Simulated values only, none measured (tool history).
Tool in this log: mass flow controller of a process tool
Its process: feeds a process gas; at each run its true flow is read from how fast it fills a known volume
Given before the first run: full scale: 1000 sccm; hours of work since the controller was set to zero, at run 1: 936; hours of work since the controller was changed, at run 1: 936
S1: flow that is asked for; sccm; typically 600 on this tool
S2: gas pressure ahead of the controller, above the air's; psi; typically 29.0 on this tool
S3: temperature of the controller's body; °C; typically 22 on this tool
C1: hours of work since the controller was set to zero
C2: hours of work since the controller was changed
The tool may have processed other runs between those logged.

{"run": 1, "hour": 0.0, "S1": 600, "S2": 29.0, "S3": 22, "C1": 936, "C2": 936, "true flow (%)": 99.85}
{"run": 2, "hour": 168.7, "S1": 288, "S2": 29.0, "S3": 22, "C1": 1019, "C2": 1019, "true flow (%)": 99.21}
{"run": 3, "hour": 348.5, "S1": 600, "S2": 29.0, "S3": 22, "C1": 1107, "C2": 1107, "true flow (%)": 99.77}
{"run": 4, "hour": 573.2, "S1": 600, "S2": 29.0, "S3": 22, "C1": 1217, "C2": 1217, "true flow (%)": 99.75}
{"run": 5, "hour": 872.4, "S1": 600, "S2": 29.0, "S3": 22, "C1": 1364, "C2": 1364, "true flow (%)": 99.62}
{"run": 6, "hour": 1096.1, "S1": 600, "S2": 21.5, "S3": 22, "C1": 1474, "C2": 1474, "true flow (%)": 99.74}
{"run": 7, "hour": 1252.2, "S1": 600, "S2": 29.0, "S3": 28, "C1": 1551, "C2": 1551, "true flow (%)": 99.97}
{"run": 8, "hour": 1543.2, "S1": 600, "S2": 29.0, "S3": 28, "C1": 1694, "C2": 1694, "true flow (%)": 99.99}
{"run": 9, "hour": 1848.4, "S1": 600, "S2": 29.0, "S3": 28, "C1": 1843, "C2": 1843, "true flow (%)": 99.95}
{"run": 10, "hour": 2070.0, "S1": 600, "S2": 29.0, "S3": 22, "C1": 1952, "C2": 1952, "true flow (%)": 99.89}
{"run": 11, "hour": 2342.4, "S1": 600, "S2": 29.0, "S3": 25, "C1": 2086, "C2": 2086, "true flow (%)": 99.81}
{"run": 12, "hour": 2525.7, "S1": 600, "S2": 29.0, "S3": 25, "C1": 2176, "C2": 2176, "true flow (%)": 99.87}
{"run": 13, "hour": 2716.6, "S1": 600, "S2": 29.0, "S3": 22, "C1": 2270, "C2": 2270, "true flow (%)": 99.81}
{"run": 14, "hour": 2899.9, "S1": 600, "S2": 29.0, "S3": 29, "C1": 2360, "C2": 2360, "true flow (%)": 99.95}
{"run": 15, "hour": 3116.1, "S1": 600, "S2": 29.0, "S3": 29, "C1": 2466, "C2": 2466, "true flow (%)": 100.04}
{"run": 16, "hour": 3267.1, "S1": 291, "S2": 27.6, "S3": 27, "C1": 2540, "C2": 2540, "true flow (%)": 98.4}
{"hour": 3284.1, "done": "controller's zero set anew"}
{"run": 17, "hour": 3485.5, "S1": 291, "S2": 27.6, "S3": 27, "C1": 99, "C2": 2647, "true flow (%)": 97.02}
{"run": 18, "hour": 3776.5, "S1": 600, "S2": 33.2, "S3": 22, "C1": 242, "C2": 2790, "true flow (%)": 99.14}
{"run": 19, "hour": 3959.3, "S1": 272, "S2": 23.2, "S3": 22, "C1": 331, "C2": 2879, "true flow (%)": 96.36}
{"run": 20, "hour": 4255.7, "S1": 272, "S2": 23.2, "S3": 22, "C1": 477, "C2": 3025, "true flow (%)": 96.25}
{"run": 21, "hour": 4468.1, "S1": 272, "S2": 23.2, "S3": 22, "C1": 581, "C2": 3129, "true flow (%)": 96.12}
{"run": 22, "hour": 4677.4, "S1": 453, "S2": 32.5, "S3": 22, "C1": 684, "C2": 3232, "true flow (%)": 98.46}
{"run": 23, "hour": 4935.1, "S1": 453, "S2": 32.5, "S3": 22, "C1": 810, "C2": 3358, "true flow (%)": 98.39}
{"run": 24, "hour": 5129.9, "S1": 453, "S2": 32.5, "S3": 22, "C1": 906, "C2": 3454, "true flow (%)": 98.39}
{"run": 25, "hour": 5313.5, "S1": 453, "S2": 32.5, "S3": 22, "C1": 996, "C2": 3544, "true flow (%)": 98.31}
{"hour": 5344.1, "done": "controller's zero set anew, once more"}
{"run": 26, "hour": 5465.8, "S1": 453, "S2": 32.5, "S3": 22, "C1": 60, "C2": 3619, "true flow (%)": 101.5}
{"run": 27, "hour": 5712.6, "S1": 176, "S2": 36.8, "S3": 22, "C1": 181, "C2": 3740, "true flow (%)": 101.18}
{"run": 28, "hour": 5955.7, "S1": 176, "S2": 36.8, "S3": 22, "C1": 300, "C2": 3859, "true flow (%)": 101.05}
{"run": 29, "hour": 6226.4, "S1": 600, "S2": 22.8, "S3": 22, "C1": 433, "C2": 3992, "true flow (%)": 101.49}
{"run": 30, "hour": 6539.3, "S1": 281, "S2": 30.2, "S3": 36, "C1": 587, "C2": 4145, "true flow (%)": 101.51}

Below are 3 alternative next runs, each starting from the tool's condition after run 30. Predict each:
{"run": "A", "hour": 6835.1, "S1": 929, "S2": 26.1, "S3": 26, "C1": 732, "C2": 4291, "true flow (%)": "?"}
{"run": "B", "hour": 6835.1, "S1": 564, "S2": 24.7, "S3": 36, "C1": 732, "C2": 4291, "true flow (%)": "?"}
{"run": "C", "hour": 6835.1, "S1": 600, "S2": 29.0, "S3": 28, "C1": 732, "C2": 4291, "true flow (%)": "?"}

run=A true_flow_(%)=102.01
run=B true_flow_(%)=101.99
run=C true_flow_(%)=101.74
Without the tool's unlogged condition, the same runs would have read:
run=A true_flow_(%)=99.98
run=B true_flow_(%)=100.12
run=C true_flow_(%)=99.85

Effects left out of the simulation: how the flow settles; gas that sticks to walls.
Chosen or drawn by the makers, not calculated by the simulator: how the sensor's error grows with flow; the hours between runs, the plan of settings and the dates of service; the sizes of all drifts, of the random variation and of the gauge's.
